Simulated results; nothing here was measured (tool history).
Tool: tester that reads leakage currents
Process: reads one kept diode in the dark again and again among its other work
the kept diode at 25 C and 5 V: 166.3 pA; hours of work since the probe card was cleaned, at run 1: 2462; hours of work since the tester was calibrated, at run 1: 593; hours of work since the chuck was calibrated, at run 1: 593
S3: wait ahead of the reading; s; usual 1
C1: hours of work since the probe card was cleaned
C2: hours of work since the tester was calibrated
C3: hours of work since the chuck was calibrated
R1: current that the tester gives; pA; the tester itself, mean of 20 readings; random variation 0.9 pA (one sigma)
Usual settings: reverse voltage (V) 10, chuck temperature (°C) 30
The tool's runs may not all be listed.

{"run": 1, "day": 0.0, "reverse voltage (V)": 10, "chuck temperature (°C)": 30, "S3": 1, "C1": 2462, "C2": 593, "C3": 593, "R1": 299.83}
{"day": 5.879, "done": "probe card cleaned and baked"}
{"run": 2, "day": 6.308, "reverse voltage (V)": 10, "chuck temperature (°C)": 30, "S3": 1, "C1": 7, "C2": 700, "C3": 700, "R1": 301.39}
{"run": 3, "day": 11.896, "reverse voltage (V)": 10, "chuck temperature (°C)": 30, "S3": 1, "C1": 104, "C2": 797, "C3": 797, "R1": 300.23}
{"run": 4, "day": 15.517, "reverse voltage (V)": 10, "chuck temperature (°C)": 30, "S3": 1, "C1": 167, "C2": 860, "C3": 860, "R1": 299.91}
{"run": 5, "day": 20.962, "reverse voltage (V)": 10, "chuck temperature (°C)": 30, "S3": 1, "C1": 262, "C2": 954, "C3": 954, "R1": 300.75}
{"run": 6, "day": 25.558, "reverse voltage (V)": 10, "chuck temperature (°C)": 30, "S3": 1, "C1": 341, "C2": 1034, "C3": 1034, "R1": 298.98}
{"run": 7, "day": 30.562, "reverse voltage (V)": 18.9, "chuck temperature (°C)": 30, "S3": 1, "C1": 428, "C2": 1121, "C3": 1121, "R1": 369.71}
{"run": 8, "day": 36.004, "reverse voltage (V)": 10, "chuck temperature (°C)": 30, "S3": 5.85, "C1": 523, "C2": 1215, "C3": 1215, "R1": 298.47}
{"run": 9, "day": 40.717, "reverse voltage (V)": 7.1, "chuck temperature (°C)": 30, "S3": 1, "C1": 604, "C2": 1297, "C3": 1297, "R1": 268.95}
{"day": 45.508, "done": "chuck's temperature calibrated"}
{"run": 10, "day": 47.046, "reverse voltage (V)": 10, "chuck temperature (°C)": 26, "S3": 1, "C1": 713, "C2": 1405, "C3": 27, "R1": 225.17}
{"run": 11, "day": 52.162, "reverse voltage (V)": 3.2, "chuck temperature (°C)": 30, "S3": 1, "C1": 801, "C2": 1494, "C3": 115, "R1": 207.61}
{"run": 12, "day": 55.221, "reverse voltage (V)": 10, "chuck temperature (°C)": 30, "S3": 1, "C1": 854, "C2": 1547, "C3": 168, "R1": 299.01}
{"run": 13, "day": 59.875, "reverse voltage (V)": 10, "chuck temperature (°C)": 30, "S3": 1, "C1": 935, "C2": 1628, "C3": 249, "R1": 300.19}
{"run": 14, "day": 65.804, "reverse voltage (V)": 10, "chuck temperature (°C)": 41, "S3": 1, "C1": 1038, "C2": 1731, "C3": 352, "R1": 637.19}
{"run": 15, "day": 72.579, "reverse voltage (V)": 10, "chuck temperature (°C)": 41, "S3": 1, "C1": 1155, "C2": 1848, "C3": 469, "R1": 635.36}
{"run": 16, "day": 76.725, "reverse voltage (V)": 14.9, "chuck temperature (°C)": 57, "S3": 1.32, "C1": 1227, "C2": 1920, "C3": 541, "R1": 1983.73}
{"run": 17, "day": 79.942, "reverse voltage (V)": 6.1, "chuck temperature (°C)": 20, "S3": 2.82, "C1": 1283, "C2": 1976, "C3": 597, "R1": 122.76}
{"run": 18, "day": 83.321, "reverse voltage (V)": 4.9, "chuck temperature (°C)": 50, "S3": 1.08, "C1": 1342, "C2": 2035, "C3": 656, "R1": 895.66}
{"run": 19, "day": 87.05, "reverse voltage (V)": 10, "chuck temperature (°C)": 24, "S3": 9.36, "C1": 1406, "C2": 2099, "C3": 720, "R1": 193.53}
{"run": 20, "day": 93.617, "reverse voltage (V)": 2.5, "chuck temperature (°C)": 21, "S3": 8.14, "C1": 1520, "C2": 2213, "C3": 834, "R1": 98.85}
{"run": 21, "day": 99.321, "reverse voltage (V)": 2.5, "chuck temperature (°C)": 36, "S3": 2.2, "C1": 1619, "C2": 2312, "C3": 933, "R1": 292.16}
{"run": 22, "day": 104.912, "reverse voltage (V)": 10, "chuck temperature (°C)": 23, "S3": 1, "C1": 1716, "C2": 2409, "C3": 1030, "R1": 182.07}
{"run": 23, "day": 109.788, "reverse voltage (V)": 10, "chuck temperature (°C)": 23, "S3": 1, "C1": 1801, "C2": 2494, "C3": 1115, "R1": 181.13}
{"run": 24, "day": 114.996, "reverse voltage (V)": 1.4, "chuck temperature (°C)": 26, "S3": 1, "C1": 1891, "C2": 2584, "C3": 1205, "R1": 119.64}
{"run": 25, "day": 119.683, "reverse voltage (V)": 10, "chuck temperature (°C)": 36, "S3": 4.5, "C1": 1972, "C2": 2665, "C3": 1286, "R1": 452.81}
{"day": 125.012, "done": "chuck's temperature calibrated"}
{"run": 26, "day": 125.012, "reverse voltage (V)": 10, "chuck temperature (°C)": 36, "S3": 4.5, "C1": 2063, "C2": 2756, "C3": 0, "R1": 453.35}
{"run": 27, "day": 131.95, "reverse voltage (V)": 9.6, "chuck temperature (°C)": 36, "S3": 5.3, "C1": 2184, "C2": 2877, "C3": 120, "R1": 446.13}

How the hidden state differs across the entries between the runs, from the last listed run before each to the first after it:
Between runs 1 and 2: probe card cleaned and baked (day 5.879)
  stray current of the dirty probe card, pA a volt: 0.033 -> 0.02; true chuck temperature over the reading, C: 0 -> 0.01
Between runs 9 and 10: chuck's temperature calibrated (day 45.508)
  stray current of the dirty probe card, pA a volt: 0.023 -> 0.024; true chuck temperature over the reading, C: 0.01 -> 0
Between runs 25 and 26: chuck's temperature calibrated (day 125.012)
  stray current of the dirty probe card, pA a volt: 0.03 -> 0.031; true chuck temperature over the reading, C: 0.01 -> 0
